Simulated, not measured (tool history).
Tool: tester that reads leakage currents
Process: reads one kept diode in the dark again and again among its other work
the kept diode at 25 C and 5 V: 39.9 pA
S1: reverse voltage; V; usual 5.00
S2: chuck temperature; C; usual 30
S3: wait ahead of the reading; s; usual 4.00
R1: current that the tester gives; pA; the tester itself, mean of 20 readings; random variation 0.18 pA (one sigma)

| run | day | S1 | S2 | S3 | R1 |
|---|---|---|---|---|---|
| 1 | 0.000 | 5.00 | 30 | 4.00 | 68.37 |
| 2 | 2.158 | 5.00 | 30 | 4.00 | 68.72 |
| 3 | 5.033 | 5.00 | 30 | 4.00 | 68.68 |
| 4 | 6.683 | 5.00 | 30 | 4.00 | 69.08 |
|  | 9.792 | probe card cleaned and baked |
| 5 | 10.225 | 5.00 | 30 | 4.00 | 62.08 |
| 6 | 12.338 | 5.00 | 30 | 4.00 | 62.20 |
| 7 | 14.308 | 5.00 | 30 | 4.00 | 62.83 |
| 8 | 17.342 | 16.92 | 60 | 8.43 | 819.63 |
| 9 | 20.458 | 16.92 | 60 | 8.43 | 823.52 |
| 10 | 22.421 | 6.97 | 46 | 7.91 | 225.05 |
| 11 | 24.879 | 6.97 | 46 | 7.91 | 225.47 |
| 12 | 27.504 | 5.00 | 46 | 4.00 | 195.01 |
| 13 | 29.225 | 5.00 | 46 | 4.00 | 194.33 |

Forecast each of these 5 alternatives for the next run:
| A | 32.912 | 7.89 | 33 | 0.41 | ? |
| B | 32.912 | 4.35 | 21 | 2.79 | ? |
| C | 32.912 | 10.52 | 30 | 4.00 | ? |
| D | 32.912 | 11.21 | 54 | 2.29 | ? |
| E | 32.912 | 5.00 | 47 | 0.96 | ? |

| run | R1 |
|---|---|
| A | 106.07 |
| B | 31.23 |
| C | 91.13 |
| D | 474.80 |
| E | 209.40 |
Without the tool's hidden state the same runs would have given:
| run | R1 |
|---|---|
| A | 98.10 |
| B | 28.08 |
| C | 82.80 |
| D | 447.74 |
| E | 197.10 |

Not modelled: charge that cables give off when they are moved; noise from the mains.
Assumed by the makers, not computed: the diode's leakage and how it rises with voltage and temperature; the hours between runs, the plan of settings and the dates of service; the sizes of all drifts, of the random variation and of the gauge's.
